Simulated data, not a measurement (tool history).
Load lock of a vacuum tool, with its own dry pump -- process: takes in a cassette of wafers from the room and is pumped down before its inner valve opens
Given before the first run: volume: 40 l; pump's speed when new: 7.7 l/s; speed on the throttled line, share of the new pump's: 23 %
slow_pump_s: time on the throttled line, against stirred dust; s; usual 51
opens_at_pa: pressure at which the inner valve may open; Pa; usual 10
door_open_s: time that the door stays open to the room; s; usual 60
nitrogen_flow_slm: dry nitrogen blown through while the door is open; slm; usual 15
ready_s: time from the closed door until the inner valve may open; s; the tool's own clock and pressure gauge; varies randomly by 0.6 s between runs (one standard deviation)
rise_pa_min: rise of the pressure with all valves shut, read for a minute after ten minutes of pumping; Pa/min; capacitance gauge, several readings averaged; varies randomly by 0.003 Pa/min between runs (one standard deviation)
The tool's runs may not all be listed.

run	hour	slow_pump_s	opens_at_pa	door_open_s	nitrogen_flow_slm	incoming humidity of the room's air, %	ready_s	rise_pa_min
1	0	51	10	60	15	47.5	89.3	0.073
2	351.6	51	10	60	15	44	89.2	0.068
3	691.8	51	10	60	15	48.3	91.7	0.069
4	1022	51	10	60	15	45.1	91	0.07
5	1297.6	51	10	60	15	45.2	90.6	0.078
6	1767.3	51	10	60	8	45	92.1	0.085
7	2006.3	31	10	60	15	44.2	75.4	0.085
8	2425.9	31	10	60	15	43.7	76.2	0.083
9	2804.3	31	10	60	15	43.3	76.2	0.085
10	3096.4	51	9	60	15	43.1	92.2	0.094
11	3318.1	74	10	60	15	43.7	108.8	0.092
12	3686.7	74	10	60	15	45.5	108.3	0.093
13	3945.9	55	10	60	15	46.8	94	0.1
14	4383.7	55	10	60	15	44.2	94.7	0.094
15	4784.7	51	10	60	15	46.4	92.2	0.104
16	5064.3	51	10	60	15	40.9	94.4	0.096
17	5369.2	51	10	60	15	46.6	92.7	0.106
18	5788.2	51	12	60	15	46.7	91	0.11
19	6175.3	51	10	60	15	45.9	92.6	0.115
20	6426.7	51	10	60	15	41.8	95.1	0.114
21	6816.5	51	10	60	15	46.9	94.4	0.121
22	7017.6	92	11	60	14	46.7	122.2	0.121
23	7369.4	26	9	43	24	45.5	76.6	0.116

Forecast run 24:
24	7748.6	51	8	60	15	45.2	?	?

ready_s: 96 s
rise_pa_min: 0.121 Pa/min
On a tool with no hidden condition, and with the same random variation, this run would have come out at ready_s 88.9 s, rise_pa_min 0.026 Pa/min.
